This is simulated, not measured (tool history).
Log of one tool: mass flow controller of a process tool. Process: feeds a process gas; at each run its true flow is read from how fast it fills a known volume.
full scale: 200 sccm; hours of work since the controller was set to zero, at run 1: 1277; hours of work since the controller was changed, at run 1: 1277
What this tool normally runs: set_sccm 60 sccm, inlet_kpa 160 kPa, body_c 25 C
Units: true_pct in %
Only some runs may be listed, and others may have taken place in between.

run    hour  set_sccm  inlet_kpa  body_c  hours of work since the controller was set to zero  hours of work since the controller was changed  true_pct
  1     0.0        60        160      25                                                1277                                            1277    100.35
  2   122.5        60        160      25                                                1340                                            1340    100.35
  3   279.0        60        160      25                                                1422                                            1422    100.30
  4   364.2        60        160      25                                                1467                                            1467    100.33
  5   509.9        60        160      25                                                1543                                            1543    100.27
  6   695.9        60        160      25                                                1640                                            1640    100.34
  7   858.0        60        183      25                                                1724                                            1724    100.63
  8  1052.9        44        183      25                                                1826                                            1826    100.53
  9  1185.0        44        183      25                                                1895                                            1895    100.48
 10  1310.1        44        183      30                                                1960                                            1960    100.75
 11  1396.8        44        183      30                                                2005                                            2005    101.02
 12  1510.0       121        203      21                                                2065                                            2065    100.38
 13  1599.8       161        169      21                                                2111                                            2111    100.28

The next listed run, before its measurement:
 14  1714.4       131        213      21                                                2171                                            2171         ?

Logged for run 14: true_pct 100.38 %.
With no hidden state in the tool, this same run would have given true_pct 99.59 %.
